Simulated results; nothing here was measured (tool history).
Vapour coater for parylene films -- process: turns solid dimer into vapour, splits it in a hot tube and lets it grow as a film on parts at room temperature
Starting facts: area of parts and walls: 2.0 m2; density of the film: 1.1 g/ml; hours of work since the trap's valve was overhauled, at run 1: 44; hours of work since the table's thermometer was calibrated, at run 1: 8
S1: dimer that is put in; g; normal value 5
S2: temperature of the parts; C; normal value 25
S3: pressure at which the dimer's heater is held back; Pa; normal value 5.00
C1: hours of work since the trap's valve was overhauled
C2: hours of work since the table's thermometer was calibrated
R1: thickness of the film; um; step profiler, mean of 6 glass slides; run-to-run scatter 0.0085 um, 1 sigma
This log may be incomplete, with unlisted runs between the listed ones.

run,hour,S1,S2,S3,C1,C2,R1
1,0.0,5,25,5.00,44,8,1.136
2,37.2,8,25,5.00,67,30,1.828
3,56.9,8,25,5.00,79,43,1.828
4,87.1,5,19,5.00,97,61,1.500
5,130.5,5,19,5.00,124,88,1.501
6,170.0,5,19,5.00,148,112,1.500
7,196.6,5,25,5.00,165,128,1.134
8,218.5,5,25,5.00,178,142,1.141
9,239.5,5,25,5.00,191,155,1.137
10,263.5,5,25,5.00,206,169,1.149
11,293.7,5,25,5.00,224,188,1.142
12,313.0,5,32,5.00,236,200,0.811
# hour 341.3: trap's valve overhauled
13,341.7,5,32,5.00,0,215,0.837
14,362.6,5,32,5.00,13,228,0.824
15,384.2,5,32,5.00,26,241,0.832
16,417.1,5,31,5.00,47,261,0.862
17,450.8,5,25,10.66,67,282,1.002
18,487.8,5,25,10.66,90,305,0.975
19,531.7,5,25,5.00,117,332,1.130
20,561.0,5,25,5.00,135,350,1.150
21,579.1,6,25,3.64,146,361,1.448
22,612.2,7,21,3.36,166,381,2.107
23,643.6,4,33,4.10,186,401,0.642
24,687.2,4,30,6.04,213,427,0.687
25,717.7,6,30,4.16,231,446,1.125
26,742.6,4,27,11.69,247,461,0.712
# hour 753.2: trap's valve overhauled
27,777.0,5,25,5.98,15,480,1.108
28,812.6,3,17,5.00,37,502,0.985
29,833.8,3,17,5.00,50,515,0.984
30,855.0,3,17,5.00,63,528,0.992
31,880.5,8,30,2.15,78,544,1.712
32,918.4,4,25,3.01,101,567,1.004
33,950.7,6,25,5.49,121,587,1.343
34,983.8,6,26,2.87,142,607,1.453
35,1014.9,3,25,11.04,161,626,0.581
36,1052.8,4,18,11.04,184,650,1.068
37,1075.2,5,23,8.42,198,663,1.122
38,1107.7,8,23,8.42,218,683,1.792
39,1135.3,8,23,8.42,235,700,1.813

Hidden state at the last listed run before each entry between runs and at the first one after, where it differs:
Run 12 -> run 13: trap's valve overhauled (hour 341.3)
  vapour lost through the trap's worn valve, %: 0.2 -> 0
Run 26 -> run 27: trap's valve overhauled (hour 753.2)
  vapour lost through the trap's worn valve, %: 0.2 -> 0

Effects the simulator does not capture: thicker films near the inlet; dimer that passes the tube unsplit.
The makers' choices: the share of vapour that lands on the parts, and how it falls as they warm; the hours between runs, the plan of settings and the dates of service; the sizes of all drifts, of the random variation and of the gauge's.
